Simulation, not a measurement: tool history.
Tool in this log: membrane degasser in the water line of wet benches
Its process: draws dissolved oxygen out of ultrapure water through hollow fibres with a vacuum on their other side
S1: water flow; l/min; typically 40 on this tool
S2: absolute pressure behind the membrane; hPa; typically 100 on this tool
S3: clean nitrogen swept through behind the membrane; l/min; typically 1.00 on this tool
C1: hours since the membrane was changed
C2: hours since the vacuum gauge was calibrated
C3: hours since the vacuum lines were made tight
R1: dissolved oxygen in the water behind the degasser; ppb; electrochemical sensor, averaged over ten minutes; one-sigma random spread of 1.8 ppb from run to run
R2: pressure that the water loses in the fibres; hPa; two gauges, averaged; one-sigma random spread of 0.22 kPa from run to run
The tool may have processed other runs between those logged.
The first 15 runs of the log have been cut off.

run,hour,S1,S2,S3,C1,C2,C3,R1,R2
16,535.8,40,108,1.00,1948,2652,6800,636.6,542.7
17,573.5,26,108,1.00,1986,2689,6838,421.5,355.2
18,618.8,34,173,0.42,2031,2734,6883,1646.0,461.1
19,668.5,34,173,0.42,2081,2784,6933,1647.9,465.9
20,706.7,34,147,2.30,2119,2822,6971,411.0,463.1
21,738.9,42,86,0.72,2152,2855,7003,618.2,574.6
22,784.7,35,86,0.86,2197,2900,7049,460.4,481.4
23,827.4,63,100,1.00,2240,2943,7092,984.2,859.6
24,850.3,63,100,1.00,2263,2966,7115,983.2,860.3
# hour 879.3: seals of the vacuum lines changed
25,884.8,63,100,1.00,2295,2999,5,988.3,855.4
26,909.0,47,64,1.00,2320,3023,30,401.5,640.6
27,937.8,47,100,0.48,2348,3052,58,1066.7,644.2
28,974.3,40,93,0.42,2385,3088,95,914.3,549.4
29,995.5,33,100,1.14,2406,3109,116,429.5,449.3
30,1017.8,59,100,1.43,2428,3132,138,757.6,805.6
31,1054.7,59,100,2.41,2465,3168,175,584.0,806.4
32,1088.5,59,100,2.41,2499,3202,209,582.6,808.5
33,1140.7,40,131,1.38,2551,3254,261,633.5,544.9

Below are 3 alternative next runs, each starting from the tool's condition after run 33. Predict each:
A,1192.0,28,184,1.47,2603,3306,313,?,?
B,1192.0,27,192,0.45,2603,3306,313,?,?
C,1192.0,40,100,1.02,2603,3306,313,?,?

run,R1,R2
A,617.3,383.2
B,1514.7,370.7
C,572.0,544.6
Had the tool no hidden state, the same runs would have come out as:
run,R1,R2
A,612.5,379.7
B,1505.0,367.3
C,561.4,539.5
